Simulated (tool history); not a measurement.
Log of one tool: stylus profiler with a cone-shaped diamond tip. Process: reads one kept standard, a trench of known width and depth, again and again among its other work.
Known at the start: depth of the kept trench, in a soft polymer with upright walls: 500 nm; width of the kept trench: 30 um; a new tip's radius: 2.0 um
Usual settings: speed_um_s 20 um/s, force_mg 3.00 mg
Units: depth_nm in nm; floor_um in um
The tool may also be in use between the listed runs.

{"run": 1, "hour": 0.0, "speed_um_s": 20, "force_mg": 3.0, "depth_nm": 509.5, "floor_um": 26.91}
{"run": 2, "hour": 46.6, "speed_um_s": 20, "force_mg": 3.0, "depth_nm": 509.24, "floor_um": 26.9}
{"run": 3, "hour": 82.2, "speed_um_s": 20, "force_mg": 3.0, "depth_nm": 509.58, "floor_um": 26.94}
{"run": 4, "hour": 123.9, "speed_um_s": 20, "force_mg": 3.0, "depth_nm": 509.54, "floor_um": 26.92}
{"run": 5, "hour": 154.1, "speed_um_s": 46, "force_mg": 3.0, "depth_nm": 509.72, "floor_um": 26.75}
{"run": 6, "hour": 187.8, "speed_um_s": 46, "force_mg": 3.0, "depth_nm": 509.78, "floor_um": 26.79}
{"run": 7, "hour": 245.3, "speed_um_s": 20, "force_mg": 3.0, "depth_nm": 509.72, "floor_um": 26.94}
{"run": 8, "hour": 288.6, "speed_um_s": 54, "force_mg": 3.0, "depth_nm": 509.94, "floor_um": 26.67}
{"run": 9, "hour": 318.1, "speed_um_s": 54, "force_mg": 3.0, "depth_nm": 509.82, "floor_um": 26.69}
{"hour": 323.6, "done": "height scale calibrated on a step standard"}
{"run": 10, "hour": 368.1, "speed_um_s": 54, "force_mg": 3.0, "depth_nm": 511.69, "floor_um": 26.62}
{"run": 11, "hour": 404.9, "speed_um_s": 54, "force_mg": 3.0, "depth_nm": 511.48, "floor_um": 26.72}
{"run": 12, "hour": 455.8, "speed_um_s": 54, "force_mg": 3.0, "depth_nm": 511.45, "floor_um": 26.64}
{"hour": 465.9, "done": "height scale calibrated on a step standard, once more"}
{"run": 13, "hour": 504.1, "speed_um_s": 9, "force_mg": 1.23, "depth_nm": 504.26, "floor_um": 26.89}
{"run": 14, "hour": 553.4, "speed_um_s": 9, "force_mg": 3.75, "depth_nm": 509.23, "floor_um": 26.94}
{"run": 15, "hour": 579.9, "speed_um_s": 9, "force_mg": 3.75, "depth_nm": 509.22, "floor_um": 26.95}
{"run": 16, "hour": 613.2, "speed_um_s": 20, "force_mg": 4.92, "depth_nm": 510.73, "floor_um": 26.84}
{"run": 17, "hour": 650.5, "speed_um_s": 78, "force_mg": 2.32, "depth_nm": 506.96, "floor_um": 26.42}
{"run": 18, "hour": 692.7, "speed_um_s": 6, "force_mg": 1.46, "depth_nm": 505.3, "floor_um": 26.86}
{"run": 19, "hour": 735.2, "speed_um_s": 6, "force_mg": 1.46, "depth_nm": 505.39, "floor_um": 26.85}
{"run": 20, "hour": 789.7, "speed_um_s": 35, "force_mg": 2.09, "depth_nm": 506.43, "floor_um": 26.66}
{"run": 21, "hour": 844.1, "speed_um_s": 13, "force_mg": 2.66, "depth_nm": 507.57, "floor_um": 26.8}
{"run": 22, "hour": 901.8, "speed_um_s": 78, "force_mg": 1.0, "depth_nm": 504.27, "floor_um": 26.14}

4 ways to go on from here, each from the tool as it stands after run 22. What would each give?
{"run": "A", "hour": 931.4, "speed_um_s": 50, "force_mg": 1.23, "depth_nm": "?", "floor_um": "?"}
{"run": "B", "hour": 931.4, "speed_um_s": 20, "force_mg": 2.38, "depth_nm": "?", "floor_um": "?"}
{"run": "C", "hour": 931.4, "speed_um_s": 9, "force_mg": 2.76, "depth_nm": "?", "floor_um": "?"}
{"run": "D", "hour": 931.4, "speed_um_s": 49, "force_mg": 1.0, "depth_nm": "?", "floor_um": "?"}

run=A depth_nm=504.84 floor_um=26.45
run=B depth_nm=507.31 floor_um=26.76
run=C depth_nm=507.79 floor_um=26.79
run=D depth_nm=504.14 floor_um=26.38
Without the tool's hidden state the same runs would have given:
run=A depth_nm=504.23 floor_um=26.93
run=B depth_nm=506.69 floor_um=27.23
run=C depth_nm=507.17 floor_um=27.27
run=D depth_nm=503.52 floor_um=26.86

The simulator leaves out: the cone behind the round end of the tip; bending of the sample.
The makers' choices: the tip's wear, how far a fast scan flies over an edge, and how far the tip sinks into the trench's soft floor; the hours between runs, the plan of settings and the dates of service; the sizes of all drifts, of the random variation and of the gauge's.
